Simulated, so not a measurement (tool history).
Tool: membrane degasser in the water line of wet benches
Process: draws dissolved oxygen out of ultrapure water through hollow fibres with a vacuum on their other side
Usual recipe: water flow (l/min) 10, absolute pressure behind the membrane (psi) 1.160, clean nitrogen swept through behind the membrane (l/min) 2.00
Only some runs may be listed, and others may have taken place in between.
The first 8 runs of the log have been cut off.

run,day,water flow (l/min),absolute pressure behind the membrane (psi),clean nitrogen swept through behind the membrane (l/min),hours since the membrane was changed,hours since the vacuum gauge was calibrated,hours since the vacuum lines were made tight,dissolved oxygen in the water behind the degasser (ppb),pressure that the water loses in the fibres (psi)
9,66.358,10,1.160,0.94,8603,5314,4228,149.3,5.994
10,73.812,14,1.160,0.94,8782,5493,4407,257.8,8.379
11,80.504,14,2.619,0.94,8942,5654,4567,575.5,8.345
12,87.946,14,1.033,0.94,9121,5832,4746,228.8,8.295
13,99.829,10,1.160,0.89,9406,6117,5031,156.1,5.984
# day 100.883: vacuum gauge calibrated
14,110.450,7,1.160,2.00,9660,230,5285,47.5,4.150
15,122.325,7,1.160,2.00,9945,515,5570,46.7,4.173
16,132.196,16,1.160,2.00,10182,751,5807,235.1,9.570
17,143.529,10,1.543,3.28,10454,1023,6079,86.0,5.997
18,155.704,7,2.309,4.81,10747,1316,6371,53.4,4.170
19,161.733,7,2.309,4.81,10891,1460,6516,53.1,4.126
20,172.088,9,1.027,2.47,11140,1709,6765,54.8,5.410
21,185.196,9,1.027,2.47,11454,2023,7079,55.3,5.329
22,191.292,13,1.027,2.99,11601,2170,7226,119.7,7.807
23,196.592,12,1.027,2.50,11728,2297,7353,108.6,7.123
24,207.171,12,1.027,2.50,11982,2551,7607,106.0,7.127
25,219.675,12,1.449,1.29,12282,2851,7907,208.3,7.210
26,226.717,10,2.350,3.86,12451,3020,8076,114.4,5.994
27,233.333,10,2.350,3.86,12610,3179,8235,112.4,5.961
28,245.417,15,2.455,3.86,12900,3469,8525,251.6,8.930
29,253.158,12,2.455,5.92,13086,3655,8710,128.9,7.153
30,259.662,10,1.461,1.54,13242,3811,8866,139.5,5.987
31,264.967,10,1.461,1.54,13369,3938,8994,137.5,6.015

Forecast each of these 4 alternatives for the next run:
A,273.808,6,0.938,2.26,13581,4150,9206,?,?
B,273.808,13,1.461,2.24,13581,4150,9206,?,?
C,273.808,12,2.891,1.33,13581,4150,9206,?,?
D,273.808,12,1.836,3.41,13581,4150,9206,?,?

run,dissolved oxygen in the water behind the degasser (ppb),pressure that the water loses in the fibres (psi)
A,24.7,3.572
B,177.5,7.773
C,404.4,7.146
D,141.9,7.166
Take away the tool's hidden state, keep each run's random variation, and the runs would have read:
run,dissolved oxygen in the water behind the degasser (ppb),pressure that the water loses in the fibres (psi)
A,24.7,3.569
B,177.2,7.765
C,404.1,7.142
D,141.6,7.161
